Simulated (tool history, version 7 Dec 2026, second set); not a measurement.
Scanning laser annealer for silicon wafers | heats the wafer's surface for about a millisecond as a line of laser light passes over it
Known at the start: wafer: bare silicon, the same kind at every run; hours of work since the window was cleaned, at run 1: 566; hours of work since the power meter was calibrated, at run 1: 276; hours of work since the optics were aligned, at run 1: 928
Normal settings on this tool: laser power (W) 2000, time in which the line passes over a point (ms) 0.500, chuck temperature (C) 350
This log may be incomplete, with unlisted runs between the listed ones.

run	hour	laser power (W)	time in which the line passes over a point (ms)	chuck temperature (C)	hours of work since the window was cleaned	hours of work since the power meter was calibrated	hours of work since the optics were aligned	highest temperature of the surface (C)
1	0.0	2000	0.500	350	566	276	928	1027
2	45.6	2000	0.500	350	592	302	954	1028
3	80.5	2000	0.500	350	612	322	974	1031
4	100.5	2000	0.500	350	623	334	985	1027
5	141.8	2000	0.500	350	647	357	1009	1024
6	174.0	2000	0.513	350	665	376	1027	1036
7	215.5	2000	0.513	350	689	399	1051	1033
8	261.4	2060	0.500	350	715	426	1077	1052
9	283.4	2000	0.500	332	727	438	1090	1003
10	323.2	2000	0.500	365	750	461	1112	1035
11	364.4	2000	0.584	350	774	484	1136	1075
12	403.3	2000	0.584	350	796	507	1158	1071
13	426.3	2191	0.584	350	809	520	1171	1163
14	466.0	2000	0.500	350	832	542	1194	1020
# hour 507.6: window over the wafer cleaned
15	512.2	2000	0.500	350	3	568	1219	1044
16	551.9	2000	0.500	350	25	590	1242	1042
17	589.5	2000	0.500	350	47	612	1263	1043
18	624.5	2000	0.500	350	67	632	1283	1042
19	668.7	2000	0.500	350	92	657	1309	1039
20	689.4	2000	0.500	370	104	669	1320	1057
21	733.7	2000	0.500	370	129	694	1346	1059
22	774.7	1979	0.500	370	153	718	1369	1044
23	819.7	2000	0.474	344	178	743	1395	1011
24	858.7	1892	0.500	350	201	766	1417	988
25	889.4	1892	0.500	350	218	783	1435	984
26	911.8	1841	0.416	350	231	796	1447	913
27	947.5	1812	0.500	369	251	816	1468	971
28	986.5	2000	0.549	329	274	839	1490	1043
# hour 993.5: laser's power meter calibrated
29	1008.5	1958	0.451	362	284	9	1501	990
30	1040.1	2178	0.424	351	302	27	1519	1051
# hour 1069.2: optics aligned, line set to its width
31	1091.4	2066	0.356	361	329	53	13	978
32	1116.8	1940	0.500	364	343	68	27	1034
# hour 1130.7: laser's power meter calibrated, once more
33	1143.9	2056	0.555	358	357	8	41	1124
34	1173.9	2081	0.555	357	374	25	58	1131
35	1219.7	2112	0.420	350	400	51	84	1037
36	1246.9	2112	0.420	350	416	66	100	1038
37	1269.2	2112	0.511	350	429	79	113	1106
38	1288.6	2112	0.511	350	440	90	124	1104
39	1322.5	2063	0.372	350	459	110	143	973
40	1351.2	2156	0.500	313	476	126	159	1079
41	1395.1	2156	0.500	313	501	151	184	1076
42	1433.3	1902	0.553	350	522	173	206	1030

Below are 3 alternative next runs, each starting from the tool's condition after run 42. Predict each:
A	1454.4	1902	0.469	350	535	185	218	?
B	1454.4	2159	0.516	331	535	185	218	?
C	1454.4	2109	0.549	312	535	185	218	?

run	highest temperature of the surface (C)
A	974
B	1108
C	1091
Without the tool's hidden state the same runs would have given:
run	highest temperature of the surface (C)
A	995
B	1133
C	1117
